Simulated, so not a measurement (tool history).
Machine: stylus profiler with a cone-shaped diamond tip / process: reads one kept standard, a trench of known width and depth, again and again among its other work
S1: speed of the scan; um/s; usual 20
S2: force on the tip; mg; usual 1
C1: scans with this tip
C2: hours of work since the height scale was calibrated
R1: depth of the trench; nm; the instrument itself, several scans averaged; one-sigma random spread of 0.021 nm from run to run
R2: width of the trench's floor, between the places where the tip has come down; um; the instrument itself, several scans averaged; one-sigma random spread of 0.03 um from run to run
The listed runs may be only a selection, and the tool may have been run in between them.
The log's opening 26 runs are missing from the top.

run,hour,S1,S2,C1,C2,R1,R2
27,736.2,74,1.81,8577,800,100.36,28.31
28,776.1,23,1,8893,829,100.18,28.48
29,810.3,6,0.48,9164,855,100.04,28.59
30,830.5,19,0.44,9324,870,100.04,28.5
# hour 834: height scale calibrated on a step standard
31,857.4,71,0.53,9534,17,100.04,28.15
32,891.7,24,1,9806,43,100.14,28.47
33,931.7,7,1,10123,72,100.14,28.49
34,961.5,42,0.8,10359,94,100.12,28.31
35,997.8,7,1,10647,121,100.12,28.47
36,1019.7,7,1,10820,137,100.12,28.51
# hour 1039.2: height scale calibrated on a step standard, once more
37,1054.8,20,1.07,11094,11,100.41,28.4
38,1076.3,22,1.26,11265,27,100.47,28.4
39,1112,38,0.35,11548,54,100.2,28.21
40,1149.6,8,0.81,11846,82,100.35,28.47
41,1191.1,8,0.81,12175,112,100.33,28.49
42,1219.3,8,0.81,12399,133,100.33,28.44
43,1241.2,8,0.81,12572,149,100.31,28.43
44,1269.9,8,0.81,12800,171,100.34,28.47
45,1310.5,10,1.38,13122,201,100.42,28.48

Forecast each of these 4 alternatives for the next run:
A,1332.6,6,1.37,13297,217,?,?
B,1332.6,9,0.47,13297,217,?,?
C,1332.6,27,0.8,13297,217,?,?
D,1332.6,5,1.08,13297,217,?,?

run,R1,R2
A,100.49,28.48
B,100.25,28.43
C,100.32,28.35
D,100.38,28.48
The same runs, with their run-to-run variation unchanged, on a tool lacking any hidden condition would have given:
run,R1,R2
A,100.46,28.75
B,100.23,28.7
C,100.3,28.62
D,100.36,28.75

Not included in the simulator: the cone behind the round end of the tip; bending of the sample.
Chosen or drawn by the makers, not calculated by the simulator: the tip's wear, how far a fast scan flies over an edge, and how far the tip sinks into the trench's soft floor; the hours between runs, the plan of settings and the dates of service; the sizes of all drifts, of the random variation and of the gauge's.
